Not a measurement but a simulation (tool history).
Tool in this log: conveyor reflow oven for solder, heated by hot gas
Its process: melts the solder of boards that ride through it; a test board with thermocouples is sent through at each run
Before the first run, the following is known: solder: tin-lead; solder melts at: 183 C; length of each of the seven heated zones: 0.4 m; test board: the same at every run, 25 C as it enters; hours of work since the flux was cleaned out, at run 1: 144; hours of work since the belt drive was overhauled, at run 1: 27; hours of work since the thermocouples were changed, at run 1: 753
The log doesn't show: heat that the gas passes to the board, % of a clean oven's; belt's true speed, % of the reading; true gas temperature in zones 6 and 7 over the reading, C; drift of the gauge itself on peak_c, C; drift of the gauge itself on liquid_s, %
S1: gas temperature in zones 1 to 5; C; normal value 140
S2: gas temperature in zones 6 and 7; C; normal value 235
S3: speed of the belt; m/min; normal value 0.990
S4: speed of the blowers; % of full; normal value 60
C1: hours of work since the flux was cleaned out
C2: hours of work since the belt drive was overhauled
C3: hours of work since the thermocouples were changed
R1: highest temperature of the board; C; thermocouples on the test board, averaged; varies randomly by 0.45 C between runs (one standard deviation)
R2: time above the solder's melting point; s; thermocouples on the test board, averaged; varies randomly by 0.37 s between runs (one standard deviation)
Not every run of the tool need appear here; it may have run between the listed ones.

run 1 hour=0.0 | S1=140 S2=235 S3=0.990 S4=60 | C1=144 C2=27 C3=753 | R1=207.5 R2=29.3
run 2 hour=6.4 | S1=140 S2=235 S3=0.903 S4=60 | C1=149 C2=32 C3=758 | R1=210.6 R2=35.7
run 3 hour=15.1 | S1=140 S2=235 S3=0.903 S4=60 | C1=156 C2=39 C3=764 | R1=210.2 R2=35.3
run 4 hour=23.4 | S1=140 S2=235 S3=0.903 S4=60 | C1=162 C2=45 C3=770 | R1=209.8 R2=35.0
run 5 hour=32.7 | S1=140 S2=235 S3=0.990 S4=60 | C1=169 C2=52 C3=777 | R1=206.8 R2=28.7
run 6 hour=38.1 | S1=140 S2=235 S3=0.990 S4=60 | C1=173 C2=56 C3=781 | R1=206.3 R2=29.2
run 7 hour=46.4 | S1=140 S2=235 S3=0.990 S4=60 | C1=179 C2=62 C3=787 | R1=207.0 R2=29.0
run 8 hour=54.2 | S1=140 S2=235 S3=0.990 S4=60 | C1=185 C2=68 C3=793 | R1=206.6 R2=29.1
run 9 hour=60.8 | S1=140 S2=235 S3=0.990 S4=60 | C1=190 C2=73 C3=798 | R1=206.5 R2=29.6
run 10 hour=69.2 | S1=140 S2=235 S3=0.990 S4=60 | C1=196 C2=79 C3=804 | R1=206.2 R2=28.5
run 11 hour=78.5 | S1=140 S2=235 S3=0.990 S4=60 | C1=203 C2=86 C3=811 | R1=205.3 R2=28.6
run 12 hour=88.5 | S1=135 S2=235 S3=0.990 S4=60 | C1=210 C2=93 C3=819 | R1=205.1 R2=26.6
run 13 hour=96.4 | S1=135 S2=239 S3=0.990 S4=60 | C1=216 C2=99 C3=825 | R1=207.7 R2=28.6
run 14 hour=107.6 | S1=135 S2=239 S3=0.990 S4=60 | C1=224 C2=108 C3=833 | R1=207.7 R2=28.5
run 15 hour=114.2 | S1=137 S2=235 S3=0.990 S4=60 | C1=229 C2=113 C3=838 | R1=205.6 R2=26.5
-- hour=120.2 flux residue cleaned out of gas plates and filters
-- hour=123.4 thermocouples of zones 6 and 7 changed
run 16 hour=126.7 | S1=145 S2=247 S3=0.986 S4=60 | C1=3 C2=117 C3=2 | R1=217.2 R2=36.7
run 17 hour=136.0 | S1=138 S2=235 S3=1.061 S4=60 | C1=10 C2=123 C3=9 | R1=203.9 R2=23.5
run 18 hour=141.5 | S1=140 S2=235 S3=0.874 S4=72 | C1=14 C2=128 C3=14 | R1=215.3 R2=39.8
run 19 hour=153.1 | S1=127 S2=235 S3=1.110 S4=73 | C1=23 C2=136 C3=22 | R1=203.7 R2=20.7
run 20 hour=159.0 | S1=140 S2=224 S3=1.033 S4=60 | C1=27 C2=141 C3=26 | R1=195.9 R2=18.5
run 21 hour=168.1 | S1=140 S2=228 S3=1.033 S4=86 | C1=34 C2=147 C3=33 | R1=207.5 R2=29.3

Run 22 has not been measured yet. What should we expect?
run 22 hour=177.6 | S1=140 S2=228 S3=1.033 S4=86 | C1=41 C2=154 C3=40 | R1=? R2=?

{"run 22": {"R1": 206.8, "R2": 29.3}}
The same run, on a tool lacking any hidden state, would have yielded R1 210.0 C, R2 31.6 s.
